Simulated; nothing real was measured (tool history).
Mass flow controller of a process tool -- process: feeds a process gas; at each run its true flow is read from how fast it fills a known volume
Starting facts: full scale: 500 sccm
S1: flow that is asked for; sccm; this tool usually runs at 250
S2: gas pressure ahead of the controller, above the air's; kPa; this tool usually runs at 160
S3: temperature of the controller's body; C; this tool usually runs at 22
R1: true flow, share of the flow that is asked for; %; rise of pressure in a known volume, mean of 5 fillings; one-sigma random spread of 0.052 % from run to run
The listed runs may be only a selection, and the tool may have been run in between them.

| run | day | S1 | S2 | S3 | R1 |
|---|---|---|---|---|---|
| 1 | 0.000 | 250 | 160 | 22 | 99.19 |
| 2 | 5.833 | 250 | 157 | 22 | 99.13 |
| 3 | 9.312 | 404 | 160 | 22 | 99.72 |
| 4 | 16.238 | 404 | 160 | 22 | 99.65 |
| 5 | 20.054 | 404 | 160 | 22 | 99.71 |
| 6 | 24.225 | 404 | 160 | 22 | 99.79 |
| 7 | 30.092 | 404 | 160 | 22 | 99.70 |
| 8 | 35.642 | 404 | 160 | 22 | 99.64 |
| 9 | 41.017 | 404 | 160 | 22 | 99.72 |
| 10 | 47.733 | 404 | 160 | 22 | 99.69 |
| 11 | 52.096 | 404 | 160 | 22 | 99.81 |
| 12 | 56.467 | 456 | 218 | 22 | 100.09 |
| 13 | 62.662 | 210 | 160 | 23 | 98.83 |
| 14 | 68.988 | 235 | 155 | 38 | 98.09 |
| 15 | 72.442 | 248 | 166 | 22 | 99.16 |
| 16 | 75.842 | 248 | 166 | 22 | 99.09 |
| 17 | 80.808 | 250 | 146 | 22 | 99.02 |
| 18 | 84.804 | 51 | 160 | 22 | 96.30 |
| 19 | 91.104 | 392 | 160 | 22 | 99.69 |
| 20 | 98.704 | 489 | 147 | 22 | 99.95 |

Consider 3 possible next runs. They are alternatives, not a sequence: every one starts from the tool as it was left by run 20. What does each give?
| A | 104.688 | 489 | 188 | 28 | ? |
| B | 104.688 | 316 | 160 | 22 | ? |
| C | 104.688 | 182 | 147 | 33 | ? |

| run | R1 |
|---|---|
| A | 99.67 |
| B | 99.41 |
| C | 97.94 |
Stripped of hidden state, with their random variation kept, the same runs would have yielded:
| run | R1 |
|---|---|
| A | 99.71 |
| B | 99.63 |
| C | 98.55 |

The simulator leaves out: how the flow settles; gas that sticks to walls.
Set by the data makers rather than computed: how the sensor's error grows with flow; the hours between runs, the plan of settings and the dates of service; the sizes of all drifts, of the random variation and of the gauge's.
